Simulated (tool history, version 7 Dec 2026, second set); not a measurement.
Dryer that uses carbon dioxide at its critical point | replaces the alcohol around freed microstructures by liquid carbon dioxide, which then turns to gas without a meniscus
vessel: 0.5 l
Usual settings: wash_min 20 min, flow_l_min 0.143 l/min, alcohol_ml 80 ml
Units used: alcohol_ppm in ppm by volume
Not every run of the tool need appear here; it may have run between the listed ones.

run 1 hour=0.0 | wash_min=20 flow_l_min=0.143 alcohol_ml=80 | alcohol_ppm=2888
run 2 hour=24.1 | wash_min=20 flow_l_min=0.143 alcohol_ml=80 | alcohol_ppm=2950
run 3 hour=40.4 | wash_min=25 flow_l_min=0.143 alcohol_ml=80 | alcohol_ppm=1066
run 4 hour=61.3 | wash_min=20 flow_l_min=0.217 alcohol_ml=80 | alcohol_ppm=414
run 5 hour=77.2 | wash_min=20 flow_l_min=0.143 alcohol_ml=80 | alcohol_ppm=2942
run 6 hour=92.7 | wash_min=20 flow_l_min=0.198 alcohol_ml=80 | alcohol_ppm=663
-- hour=100.9 inlet filter changed
run 7 hour=116.7 | wash_min=20 flow_l_min=0.089 alcohol_ml=73 | alcohol_ppm=9659
run 8 hour=138.9 | wash_min=20 flow_l_min=0.143 alcohol_ml=76 | alcohol_ppm=2174
run 9 hour=162.0 | wash_min=16 flow_l_min=0.141 alcohol_ml=117 | alcohol_ppm=8461
run 10 hour=182.7 | wash_min=22 flow_l_min=0.185 alcohol_ml=117 | alcohol_ppm=575
run 11 hour=202.9 | wash_min=25 flow_l_min=0.102 alcohol_ml=80 | alcohol_ppm=3534
run 12 hour=226.4 | wash_min=24 flow_l_min=0.089 alcohol_ml=40 | alcohol_ppm=3202

Predict each of these 4 candidate next runs independently; none follows another, all start after run 12:
run A hour=244.8 | wash_min=24 flow_l_min=0.189 alcohol_ml=111 | alcohol_ppm=?
run B hour=244.8 | wash_min=14 flow_l_min=0.206 alcohol_ml=24 | alcohol_ppm=?
run C hour=244.8 | wash_min=23 flow_l_min=0.188 alcohol_ml=40 | alcohol_ppm=?
run D hour=244.8 | wash_min=25 flow_l_min=0.185 alcohol_ml=110 | alcohol_ppm=?

run=A alcohol_ppm=290
run=B alcohol_ppm=719
run=C alcohol_ppm=152
run=D alcohol_ppm=253
The same runs, with their run-to-run variation unchanged, on a tool lacking any hidden condition would have given:
run=A alcohol_ppm=258
run=B alcohol_ppm=670
run=C alcohol_ppm=135
run=D alcohol_ppm=224
